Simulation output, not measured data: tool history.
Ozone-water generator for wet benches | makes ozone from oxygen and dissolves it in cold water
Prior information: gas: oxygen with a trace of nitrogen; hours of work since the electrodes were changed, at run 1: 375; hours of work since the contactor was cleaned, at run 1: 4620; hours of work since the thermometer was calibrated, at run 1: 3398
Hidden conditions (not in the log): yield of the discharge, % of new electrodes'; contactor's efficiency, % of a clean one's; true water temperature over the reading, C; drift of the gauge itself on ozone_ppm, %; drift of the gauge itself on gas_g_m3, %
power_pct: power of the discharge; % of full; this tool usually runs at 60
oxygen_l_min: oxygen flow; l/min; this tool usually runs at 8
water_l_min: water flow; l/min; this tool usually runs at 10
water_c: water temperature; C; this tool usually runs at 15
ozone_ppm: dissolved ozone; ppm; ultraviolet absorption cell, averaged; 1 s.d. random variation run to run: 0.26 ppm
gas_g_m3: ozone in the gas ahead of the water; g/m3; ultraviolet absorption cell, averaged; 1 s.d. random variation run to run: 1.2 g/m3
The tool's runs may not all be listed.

run,day,power_pct,oxygen_l_min,water_l_min,water_c,hours of work since the electrodes were changed,hours of work since the contactor was cleaned,hours of work since the thermometer was calibrated,ozone_ppm,gas_g_m3
1,0,60,8,10,15,375,4620,3398,40.8,224.1
2,1.15,60,8,10,15,399,4645,3422,40.5,222
3,2.025,60,8,10,15,418,4663,3441,41,222.5
4,3.567,60,8,10,15,450,4696,3473,40.6,223
5,4.904,60,8,6,15,479,4724,3502,51.6,220.9
6,5.904,60,8,6,15,500,4745,3523,51.8,222.6
7,7.421,49,8,10,15,532,4777,3555,36.5,195.3
8,8.733,49,8,10,15,560,4805,3583,35.7,196.2
# day 9.55: water thermometer calibrated
9,10.083,49,8,10,15,588,4833,11,36.7,195.6
10,11.154,60,8,10,22,611,4856,34,34.8,221.1
11,12.354,76,8,10,8,636,4882,59,55.1,255.2
12,13.846,60,13.34,10,15,668,4913,91,36.2,172.4
13,15.129,60,8.48,10,15,695,4940,118,40.5,215.8
14,16.112,60,8.48,10,14,716,4961,139,40.9,213.1
15,17.179,42,12.68,7,10,738,4984,162,38.9,141.2
16,18.742,42,12.68,7,10,771,5017,195,39,141.1
17,20.292,60,7.75,13,16,804,5050,228,34.1,222
18,21.021,52,8,10,21,820,5065,243,32.7,199.4
19,22.575,52,8,8,17,852,5098,276,40,201.5
20,23.504,99,8,9,15,872,5118,296,58.2,295.3

Table of differences, measured result less the result of that run with no hidden state. Run-to-run variation is the same in both. Gauge scatter possibly is not:
run,gas_g_m3
1,-0.1
2,-0.3
3,-0.4
4,-0.8
5,-1
6,-1.3
7,-1.4
8,-1.6
9,-1.8
10,-2.3
11,-3
12,-2.3
13,-3.1
14,-3.3
15,-2.3
16,-2.5
17,-4.3
18,-4
19,-4.3
20,-6.7
ozone_ppm without the hidden state stays within 0.1 ppm of what was measured, in all runs.

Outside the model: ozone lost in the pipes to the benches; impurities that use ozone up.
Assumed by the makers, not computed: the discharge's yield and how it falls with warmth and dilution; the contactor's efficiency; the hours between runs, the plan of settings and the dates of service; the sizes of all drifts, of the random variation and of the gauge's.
